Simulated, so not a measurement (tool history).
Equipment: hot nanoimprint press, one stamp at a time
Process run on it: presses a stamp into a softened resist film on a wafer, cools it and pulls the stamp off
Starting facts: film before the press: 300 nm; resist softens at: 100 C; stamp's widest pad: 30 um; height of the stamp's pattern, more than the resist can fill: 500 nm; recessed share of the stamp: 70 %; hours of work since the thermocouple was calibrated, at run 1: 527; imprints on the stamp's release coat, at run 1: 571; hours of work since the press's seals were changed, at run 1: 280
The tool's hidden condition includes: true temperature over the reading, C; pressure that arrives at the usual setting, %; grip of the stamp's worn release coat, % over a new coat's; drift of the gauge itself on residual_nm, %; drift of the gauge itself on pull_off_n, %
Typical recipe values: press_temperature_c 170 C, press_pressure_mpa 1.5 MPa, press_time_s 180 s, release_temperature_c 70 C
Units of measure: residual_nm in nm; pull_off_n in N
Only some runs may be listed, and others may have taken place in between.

run	hour	press_temperature_c	press_pressure_mpa	press_time_s	release_temperature_c	hours of work since the thermocouple was calibrated	imprints on the stamp's release coat	hours of work since the press's seals were changed	residual_nm	pull_off_n
1	0	170	1.5	180	70	527	571	280	150.3	144
2	20	170	1.5	180	70	541	656	294	153.4	144
3	38	170	1.5	180	70	553	731	306	153.1	146
4	50.3	170	1.5	136	70	562	783	315	166.7	147
5	58.7	170	1.5	136	70	568	818	321	167	154
6	78.8	170	1.5	136	70	582	903	335	168.3	156
7	94.9	170	1.5	136	70	594	971	347	168.3	158
# hour 104.6: plate thermocouple calibrated
# hour 111.9: stamp cleaned and given a new release coat
8	117.4	170	1.5	136	70	5	24	356	157.8	121
9	134.4	170	1.5	136	70	17	95	368	156.7	132
10	153.4	170	1.5	136	70	30	175	382	156.9	128
11	169	170	1.5	136	70	41	241	393	157.3	127
12	182.8	170	2.33	136	70	51	299	403	130.2	130
13	193.9	170	2.33	136	70	59	346	410	127.7	129
14	209.9	170	2.33	136	70	70	413	422	128.1	127
15	222.4	170	2.33	136	70	79	466	431	128.4	139
16	232.4	170	2.21	115	70	86	508	438	141.8	137
17	252	170	1.76	128	67	100	590	452	149.3	152
18	269.3	170	1.5	114	70	112	663	464	167.2	138
19	287.5	172	1.25	96	73	125	740	477	182.6	141
20	304.4	172	1.25	96	73	137	811	489	183.3	138
21	322.8	170	1.5	128	67	150	889	502	164.7	157
22	334.5	170	1.43	116	70	159	938	510	172.7	165
23	344.9	170	1.43	116	70	166	982	517	173.6	148
# hour 355.9: stamp cleaned and given a new release coat
24	359.5	174	1.11	180	67	172	15	524	151.8	128
25	378.3	170	2.33	215	58	185	94	537	110.1	148
26	390	170	2.33	215	58	194	143	545	111.9	154
27	399.8	170	2.4	97	56	201	185	552	146.3	151
28	413.8	170	0.98	311	63	211	244	562	149.7	144
29	425.7	170	0.98	311	63	219	294	570	151.1	145

Predict each of these 5 candidate next runs independently; none follows another, all start after run 29:
A	439.8	170	1.25	125	65	229	353	580	?	?
B	439.8	170	2.02	180	70	229	353	580	?	?
C	439.8	170	1.5	180	65	229	353	580	?	?
D	439.8	170	1.5	95	70	229	353	580	?	?
E	439.8	173	0.98	311	69	229	353	580	?	?

run	residual_nm	pull_off_n
A	179.1	149
B	127	136
C	147.3	140
D	182	136
E	137.1	133
The same runs, with their run-to-run variation unchanged, on a tool lacking any hidden condition would have given:
run	residual_nm	pull_off_n
A	173.7	133
B	121.7	121
C	142.1	125
D	176.4	121
E	132.7	119

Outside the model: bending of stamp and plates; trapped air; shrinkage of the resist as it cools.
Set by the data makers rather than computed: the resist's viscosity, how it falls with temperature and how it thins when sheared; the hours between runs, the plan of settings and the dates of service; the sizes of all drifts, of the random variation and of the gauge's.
